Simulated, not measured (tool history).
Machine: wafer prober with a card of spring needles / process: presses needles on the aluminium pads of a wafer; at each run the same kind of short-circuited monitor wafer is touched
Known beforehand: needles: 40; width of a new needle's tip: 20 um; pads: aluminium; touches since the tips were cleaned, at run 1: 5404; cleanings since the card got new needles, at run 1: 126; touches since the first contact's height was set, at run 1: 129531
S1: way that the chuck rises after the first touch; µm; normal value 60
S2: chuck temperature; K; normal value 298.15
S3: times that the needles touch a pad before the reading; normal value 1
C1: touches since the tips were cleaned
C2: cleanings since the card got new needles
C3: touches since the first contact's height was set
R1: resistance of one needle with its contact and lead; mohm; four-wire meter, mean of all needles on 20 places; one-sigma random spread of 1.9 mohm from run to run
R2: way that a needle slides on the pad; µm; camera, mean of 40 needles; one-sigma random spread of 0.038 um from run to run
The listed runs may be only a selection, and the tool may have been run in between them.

run 1 hour=0.0 | S1=60 S2=298.15 S3=1 | C1=5404 C2=126 C3=129531 | R1=198 R2=15.40
-- hour=3.4 tips cleaned on abrasive film
-- hour=16.9 tips cleaned on abrasive film
-- hour=32.1 tips cleaned on abrasive film
-- hour=48.1 tips cleaned on abrasive film
run 2 hour=61.4 | S1=60 S2=298.15 S3=1 | C1=5430 C2=130 C3=154484 | R1=201 R2=15.43
-- hour=64.9 tips cleaned on abrasive film
-- hour=81.6 tips cleaned on abrasive film
-- hour=95.1 tips cleaned on abrasive film
-- hour=111.3 tips cleaned on abrasive film
run 3 hour=114.7 | S1=54 S2=298.15 S3=1 | C1=1390 C2=134 C3=176110 | R1=201 R2=13.80
-- hour=124.8 tips cleaned on abrasive film
-- hour=141.5 tips cleaned on abrasive film
-- hour=156.7 tips cleaned on abrasive film
run 4 hour=167.0 | S1=54 S2=298.15 S3=1 | C1=4196 C2=137 C3=197365 | R1=204 R2=13.84
-- hour=170.4 tips cleaned on abrasive film
-- hour=183.8 tips cleaned on abrasive film
-- hour=200.4 tips cleaned on abrasive film
-- hour=216.4 tips cleaned on abrasive film
run 5 hour=217.3 | S1=54 S2=298.15 S3=1 | C1=355 C2=141 C3=217785 | R1=196 R2=13.84
-- hour=230.2 tips cleaned on abrasive film
-- hour=246.1 tips cleaned on abrasive film
-- hour=246.4 height of the first contact set anew
run 6 hour=257.2 | S1=54 S2=298.15 S3=1 | C1=4400 C2=143 C3=4400 | R1=199 R2=13.86
-- hour=260.6 tips cleaned on abrasive film
-- hour=276.6 tips cleaned on abrasive film
run 7 hour=283.2 | S1=54 S2=298.15 S3=1 | C1=2695 C2=145 C3=14969 | R1=199 R2=13.82
-- hour=293.3 tips cleaned on abrasive film
-- hour=310.0 tips cleaned on abrasive film
run 8 hour=320.5 | S1=54 S2=298.15 S3=1 | C1=4309 C2=147 C3=30135 | R1=203 R2=13.87
-- hour=323.7 tips cleaned on abrasive film
-- hour=340.5 tips cleaned on abrasive film
-- hour=356.3 tips cleaned on abrasive film
-- hour=372.0 tips cleaned on abrasive film
run 9 hour=380.2 | S1=54 S2=298.15 S3=1 | C1=3363 C2=151 C3=54390 | R1=200 R2=13.80
-- hour=386.8 tips cleaned on abrasive film
-- hour=400.3 tips cleaned on abrasive film
run 10 hour=412.1 | S1=54 S2=298.15 S3=1 | C1=4822 C2=153 C3=67343 | R1=201 R2=13.85
-- hour=415.3 tips cleaned on abrasive film
-- hour=431.8 tips cleaned on abrasive film
-- hour=447.9 tips cleaned on abrasive film
run 11 hour=449.0 | S1=54 S2=298.15 S3=1 | C1=468 C2=156 C3=82335 | R1=199 R2=13.80
-- hour=462.4 tips cleaned on abrasive film
-- hour=478.4 tips cleaned on abrasive film
-- hour=491.9 tips cleaned on abrasive film
run 12 hour=503.3 | S1=54 S2=298.15 S3=1 | C1=4679 C2=159 C3=104414 | R1=205 R2=13.79
-- hour=506.8 tips cleaned on abrasive film
-- hour=521.9 tips cleaned on abrasive film
-- hour=538.7 tips cleaned on abrasive film
run 13 hour=541.2 | S1=60 S2=298.15 S3=1 | C1=998 C2=162 C3=119765 | R1=199 R2=15.34
-- hour=554.6 tips cleaned on abrasive film
-- hour=570.6 tips cleaned on abrasive film
-- hour=586.5 tips cleaned on abrasive film
run 14 hour=586.5 | S1=60 S2=298.15 S3=3 | C1=0 C2=165 C3=138168 | R1=197 R2=15.27
-- hour=602.7 tips cleaned on abrasive film
-- hour=616.7 tips cleaned on abrasive film
run 15 hour=616.7 | S1=63 S2=375.15 S3=1 | C1=0 C2=167 C3=150437 | R1=210 R2=15.98
-- hour=633.2 tips cleaned on abrasive film
-- hour=649.6 tips cleaned on abrasive film
-- hour=666.2 tips cleaned on abrasive film
run 16 hour=673.9 | S1=63 S2=366.15 S3=2 | C1=3131 C2=170 C3=173707 | R1=212 R2=16.06
-- hour=680.4 tips cleaned on abrasive film
-- hour=696.3 tips cleaned on abrasive film
-- hour=712.1 tips cleaned on abrasive film
run 17 hour=720.0 | S1=63 S2=366.15 S3=2 | C1=3213 C2=173 C3=192449 | R1=215 R2=15.99
-- hour=726.8 tips cleaned on abrasive film
-- hour=742.7 tips cleaned on abrasive film
-- hour=758.6 tips cleaned on abrasive film
run 18 hour=760.8 | S1=63 S2=366.15 S3=2 | C1=907 C2=176 C3=209013 | R1=213 R2=16.01
-- hour=773.6 tips cleaned on abrasive film
-- hour=790.4 tips cleaned on abrasive film
-- hour=806.5 tips cleaned on abrasive film
run 19 hour=808.8 | S1=63 S2=366.15 S3=2 | C1=937 C2=179 C3=228529 | R1=215 R2=16.00
-- hour=812.4 height of the first contact set anew
-- hour=821.7 tips cleaned on abrasive film
-- hour=838.2 tips cleaned on abrasive film
-- hour=854.7 tips cleaned on abrasive film
run 20 hour=865.9 | S1=71 S2=330.15 S3=2 | C1=4559 C2=182 C3=21724 | R1=200 R2=18.05
-- hour=869.3 tips cleaned on abrasive film
-- hour=882.7 tips cleaned on abrasive film
-- hour=896.7 tips cleaned on abrasive film
run 21 hour=896.7 | S1=80 S2=316.15 S3=2 | C1=0 C2=185 C3=34200 | R1=195 R2=20.32
-- hour=910.1 tips cleaned on abrasive film
-- hour=925.6 tips cleaned on abrasive film
run 22 hour=925.6 | S1=57 S2=362.15 S3=2 | C1=0 C2=187 C3=45933 | R1=214 R2=14.39
-- hour=939.0 tips cleaned on abrasive film
-- hour=954.8 tips cleaned on abrasive film
-- hour=971.6 tips cleaned on abrasive film
run 23 hour=984.4 | S1=57 S2=362.15 S3=2 | C1=5220 C2=190 C3=69856 | R1=212 R2=14.43
-- hour=987.8 tips cleaned on abrasive film
-- hour=1003.8 tips cleaned on abrasive film
-- hour=1019.3 tips cleaned on abrasive film
-- hour=1033.4 tips cleaned on abrasive film
run 24 hour=1033.4 | S1=57 S2=362.15 S3=2 | C1=0 C2=194 C3=89744 | R1=216 R2=14.49
-- hour=1048.2 tips cleaned on abrasive film
-- hour=1063.7 tips cleaned on abrasive film
-- hour=1080.2 tips cleaned on abrasive film
run 25 hour=1091.4 | S1=60 S2=298.15 S3=1 | C1=4562 C2=197 C3=113327 | R1=195 R2=15.17
-- hour=1094.2 tips cleaned on abrasive film
-- hour=1111.0 tips cleaned on abrasive film
run 26 hour=1122.5 | S1=60 S2=298.15 S3=1 | C1=4716 C2=199 C3=125999 | R1=201 R2=15.19
-- hour=1125.5 tips cleaned on abrasive film
-- hour=1142.3 tips cleaned on abrasive film
-- hour=1157.8 tips cleaned on abrasive film
-- hour=1174.3 tips cleaned on abrasive film
run 27 hour=1175.9 | S1=60 S2=298.15 S3=1 | C1=668 C2=203 C3=147663 | R1=196 R2=15.17
-- hour=1189.4 tips cleaned on abrasive film
-- hour=1205.9 tips cleaned on abrasive film
run 28 hour=1207.0 | S1=60 S2=298.15 S3=1 | C1=477 C2=205 C3=160309 | R1=201 R2=15.18

Hidden state at the last listed run before each entry between runs and at the first one after, where it differs:
Run 1 -> run 2: tips cleaned on abrasive film (hour 3.4); tips cleaned on abrasive film (hour 16.9); tips cleaned on abrasive film (hour 32.1); tips cleaned on abrasive film (hour 48.1)
  drift of the gauge itself on scrub_um, %: 0 -> -0.07
  the result without the hidden state subtracted from the measured one, R2: +0.00 -> -0.01 µm
Run 2 -> run 3: tips cleaned on abrasive film (hour 64.9); tips cleaned on abrasive film (hour 81.6); tips cleaned on abrasive film (hour 95.1); tips cleaned on abrasive film (hour 111.3)
  debris on the tips, nm: 0.4 -> 0.2; way that the needles fall short of the set height, um: 0 -> 0.01; drift of the gauge itself on scrub_um, %: -0.07 -> -0.14
  the result without the hidden state subtracted from the measured one, R2: -0.01 -> -0.02 µm
Run 3 -> run 4: tips cleaned on abrasive film (hour 124.8); tips cleaned on abrasive film (hour 141.5); tips cleaned on abrasive film (hour 156.7)
  debris on the tips, nm: 0.2 -> 0.3; drift of the gauge itself on scrub_um, %: -0.14 -> -0.2
  the result without the hidden state subtracted from the measured one, R2: -0.02 -> -0.03 µm
Run 4 -> run 5: tips cleaned on abrasive film (hour 170.4); tips cleaned on abrasive film (hour 183.8); tips cleaned on abrasive film (hour 200.4); tips cleaned on abrasive film (hour 216.4)
  debris on the tips, nm: 0.3 -> 0.1; drift of the gauge itself on scrub_um, %: -0.2 -> -0.26
  the result without the hidden state subtracted from the measured one, R2: -0.03 -> -0.03 µm
Run 5 -> run 6: tips cleaned on abrasive film (hour 230.2); tips cleaned on abrasive film (hour 246.1); height of the first contact set anew (hour 246.4)
  debris on the tips, nm: 0.1 -> 0.4; way that the needles fall short of the set height, um: 0.01 -> 0; drift of the gauge itself on scrub_um, %: -0.26 -> -0.31
  the result without the hidden state subtracted from the measured one, R2: -0.03 -> -0.05 µm
Run 6 -> run 7: tips cleaned on abrasive film (hour 260.6); tips cleaned on abrasive film (hour 276.6)
  debris on the tips, nm: 0.4 -> 0.2; drift of the gauge itself on scrub_um, %: -0.31 -> -0.34
  the result without the hidden state subtracted from the measured one, R2: -0.05 -> -0.05 µm
Run 7 -> run 8: tips cleaned on abrasive film (hour 293.3); tips cleaned on abrasive film (hour 310.0)
  debris on the tips, nm: 0.2 -> 0.4; drift of the gauge itself on scrub_um, %: -0.34 -> -0.39
  the result without the hidden state subtracted from the measured one, R2: -0.05 -> -0.05 µm
Run 8 -> run 9: tips cleaned on abrasive film (hour 323.7); tips cleaned on abrasive film (hour 340.5); tips cleaned on abrasive film (hour 356.3); tips cleaned on abrasive film (hour 372.0)
  debris on the tips, nm: 0.4 -> 0.3; drift of the gauge itself on scrub_um, %: -0.39 -> -0.46
  the result without the hidden state subtracted from the measured one, R2: -0.05 -> -0.07 µm
Run 9 -> run 10: tips cleaned on abrasive film (hour 386.8); tips cleaned on abrasive film (hour 400.3)
  debris on the tips, nm: 0.3 -> 0.4; drift of the gauge itself on scrub_um, %: -0.46 -> -0.5
  the result without the hidden state subtracted from the measured one, R2: -0.07 -> -0.07 µm
Run 10 -> run 11: tips cleaned on abrasive film (hour 415.3); tips cleaned on abrasive film (hour 431.8); tips cleaned on abrasive film (hour 447.9)
  debris on the tips, nm: 0.4 -> 0.1; drift of the gauge itself on scrub_um, %: -0.5 -> -0.54
  the result without the hidden state subtracted from the measured one, R2: -0.07 -> -0.08 µm
Run 11 -> run 12: tips cleaned on abrasive film (hour 462.4); tips cleaned on abrasive film (hour 478.4); tips cleaned on abrasive film (hour 491.9)
  debris on the tips, nm: 0.1 -> 0.4; drift of the gauge itself on scrub_um, %: -0.54 -> -0.61
  the result without the hidden state subtracted from the measured one, R2: -0.08 -> -0.09 µm
Run 12 -> run 13: tips cleaned on abrasive film (hour 506.8); tips cleaned on abrasive film (hour 521.9); tips cleaned on abrasive film (hour 538.7)
  debris on the tips, nm: 0.4 -> 0.1; drift of the gauge itself on scrub_um, %: -0.61 -> -0.66
  the result without the hidden state subtracted from the measured one, R2: -0.09 -> -0.10 µm
Run 13 -> run 14: tips cleaned on abrasive film (hour 554.6); tips cleaned on abrasive film (hour 570.6); tips cleaned on abrasive film (hour 586.5)
  debris on the tips, nm: 0.1 -> 0; drift of the gauge itself on scrub_um, %: -0.66 -> -0.71
  the result without the hidden state subtracted from the measured one, R2: -0.10 -> -0.11 µm
Run 14 -> run 15: tips cleaned on abrasive film (hour 602.7); tips cleaned on abrasive film (hour 616.7)
  drift of the gauge itself on scrub_um, %: -0.71 -> -0.75
  the result without the hidden state subtracted from the measured one, R2: -0.11 -> -0.12 µm
Run 15 -> run 16: tips cleaned on abrasive film (hour 633.2); tips cleaned on abrasive film (hour 649.6); tips cleaned on abrasive film (hour 666.2)
  debris on the tips, nm: 0 -> 0.3; drift of the gauge itself on scrub_um, %: -0.75 -> -0.82
  the result without the hidden state subtracted from the measured one, R2: -0.12 -> -0.13 µm
Run 16 -> run 17: tips cleaned on abrasive film (hour 680.4); tips cleaned on abrasive film (hour 696.3); tips cleaned on abrasive film (hour 712.1)
  way that the needles fall short of the set height, um: 0 -> 0.01; drift of the gauge itself on scrub_um, %: -0.82 -> -0.87
  the result without the hidden state subtracted from the measured one, R2: -0.13 -> -0.14 µm
Run 17 -> run 18: tips cleaned on abrasive film (hour 726.8); tips cleaned on abrasive film (hour 742.7); tips cleaned on abrasive film (hour 758.6)
  debris on the tips, nm: 0.3 -> 0.1; drift of the gauge itself on scrub_um, %: -0.87 -> -0.92
  the result without the hidden state subtracted from the measured one, R2: -0.14 -> -0.15 µm
Run 18 -> run 19: tips cleaned on abrasive film (hour 773.6); tips cleaned on abrasive film (hour 790.4); tips cleaned on abrasive film (hour 806.5)
  drift of the gauge itself on scrub_um, %: -0.92 -> -0.98
  the result without the hidden state subtracted from the measured one, R2: -0.15 -> -0.16 µm
Run 19 -> run 20: height of the first contact set anew (hour 812.4); tips cleaned on abrasive film (hour 821.7); tips cleaned on abrasive film (hour 838.2); tips cleaned on abrasive film (hour 854.7)
  debris on the tips, nm: 0.1 -> 0.4; way that the needles fall short of the set height, um: 0.01 -> 0; drift of the gauge itself on scrub_um, %: -0.98 -> -1.05
  the result without the hidden state subtracted from the measured one, R2: -0.16 -> -0.19 µm
Run 20 -> run 21: tips cleaned on abrasive film (hour 869.3); tips cleaned on abrasive film (hour 882.7); tips cleaned on abrasive film (hour 896.7)
  debris on the tips, nm: 0.4 -> 0; drift of the gauge itself on scrub_um, %: -1.05 -> -1.09
  the result without the hidden state subtracted from the measured one, R2: -0.19 -> -0.22 µm
Run 21 -> run 22: tips cleaned on abrasive film (hour 910.1); tips cleaned on abrasive film (hour 925.6)
  drift of the gauge itself on scrub_um, %: -1.09 -> -1.12
  the result without the hidden state subtracted from the measured one, R2: -0.22 -> -0.16 µm
Run 22 -> run 23: tips cleaned on abrasive film (hour 939.0); tips cleaned on abrasive film (hour 954.8); tips cleaned on abrasive film (hour 971.6)
  debris on the tips, nm: 0 -> 0.4; drift of the gauge itself on scrub_um, %: -1.12 -> -1.19
  the result without the hidden state subtracted from the measured one, R2: -0.16 -> -0.17 µm
Run 23 -> run 24: tips cleaned on abrasive film (hour 987.8); tips cleaned on abrasive film (hour 1003.8); tips cleaned on abrasive film (hour 1019.3); tips cleaned on abrasive film (hour 1033.4)
  debris on the tips, nm: 0.4 -> 0; drift of the gauge itself on scrub_um, %: -1.19 -> -1.25
  the result without the hidden state subtracted from the measured one, R2: -0.17 -> -0.19 µm
Run 24 -> run 25: tips cleaned on abrasive film (hour 1048.2); tips cleaned on abrasive film (hour 1063.7); tips cleaned on abrasive film (hour 1080.2)
  debris on the tips, nm: 0 -> 0.4; drift of the gauge itself on scrub_um, %: -1.25 -> -1.32
  the result without the hidden state subtracted from the measured one, R2: -0.19 -> -0.20 µm
Run 25 -> run 26: tips cleaned on abrasive film (hour 1094.2); tips cleaned on abrasive film (hour 1111.0)
  drift of the gauge itself on scrub_um, %: -1.32 -> -1.36
  the result without the hidden state subtracted from the measured one, R2: -0.20 -> -0.21 µm
Run 26 -> run 27: tips cleaned on abrasive film (hour 1125.5); tips cleaned on abrasive film (hour 1142.3); tips cleaned on abrasive film (hour 1157.8); tips cleaned on abrasive film (hour 1174.3)
  debris on the tips, nm: 0.4 -> 0.1; drift of the gauge itself on scrub_um, %: -1.36 -> -1.42
  the result without the hidden state subtracted from the measured one, R2: -0.21 -> -0.22 µm
Run 27 -> run 28: tips cleaned on abrasive film (hour 1189.4); tips cleaned on abrasive film (hour 1205.9)
  drift of the gauge itself on scrub_um, %: -1.42 -> -1.46
  the result without the hidden state subtracted from the measured one, R2: -0.22 -> -0.23 µm
